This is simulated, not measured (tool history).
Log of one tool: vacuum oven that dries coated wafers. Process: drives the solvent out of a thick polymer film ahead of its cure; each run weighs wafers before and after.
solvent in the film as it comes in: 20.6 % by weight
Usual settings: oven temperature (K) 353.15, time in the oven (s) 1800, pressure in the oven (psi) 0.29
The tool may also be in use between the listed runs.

| run | day | oven temperature (K) | time in the oven (s) | pressure in the oven (psi) | solvent left in the film (%) |
|---|---|---|---|---|---|
| 1 | 0 | 353.15 | 1800 | 0.29 | 1.46 |
|  | 0.825 | vacuum gauge cleaned of residue and calibrated |
| 2 | 2.054 | 353.15 | 1800 | 0.29 | 1.49 |
| 3 | 5.004 | 353.15 | 1800 | 0.29 | 1.5 |
| 4 | 7.492 | 353.15 | 1800 | 0.29 | 1.4 |
| 5 | 10.054 | 353.15 | 1800 | 0.29 | 1.49 |
| 6 | 13.992 | 353.15 | 1800 | 0.29 | 1.51 |
| 7 | 16.454 | 347.15 | 3060 | 0.29 | 1.51 |
|  | 16.825 | oven's thermocouples calibrated |
| 8 | 19.904 | 347.15 | 3060 | 0.29 | 1.66 |
| 9 | 22.296 | 347.15 | 3060 | 0.29 | 1.61 |
| 10 | 24.254 | 347.15 | 3060 | 0.29 | 1.64 |
| 11 | 27.221 | 347.15 | 3060 | 0.29 | 1.75 |

Forecast each of these 5 alternatives for the next run:
| A | 31.496 | 345.15 | 1800 | 0.856 | ? |
| B | 31.496 | 347.15 | 3060 | 0.856 | ? |
| C | 31.496 | 341.15 | 3060 | 0.29 | ? |
| D | 31.496 | 367.15 | 3060 | 0.809 | ? |
| E | 31.496 | 340.15 | 1020 | 0.689 | ? |

| run | solvent left in the film (%) |
|---|---|
| A | 6.08 |
| B | 3.4 |
| C | 3.63 |
| D | 1.13 |
| E | 11.16 |
Without the tool's hidden state the same runs would have given:
| run | solvent left in the film (%) |
|---|---|
| A | 5.12 |
| B | 2.87 |
| C | 2.82 |
| D | 1.03 |
| E | 10.19 |

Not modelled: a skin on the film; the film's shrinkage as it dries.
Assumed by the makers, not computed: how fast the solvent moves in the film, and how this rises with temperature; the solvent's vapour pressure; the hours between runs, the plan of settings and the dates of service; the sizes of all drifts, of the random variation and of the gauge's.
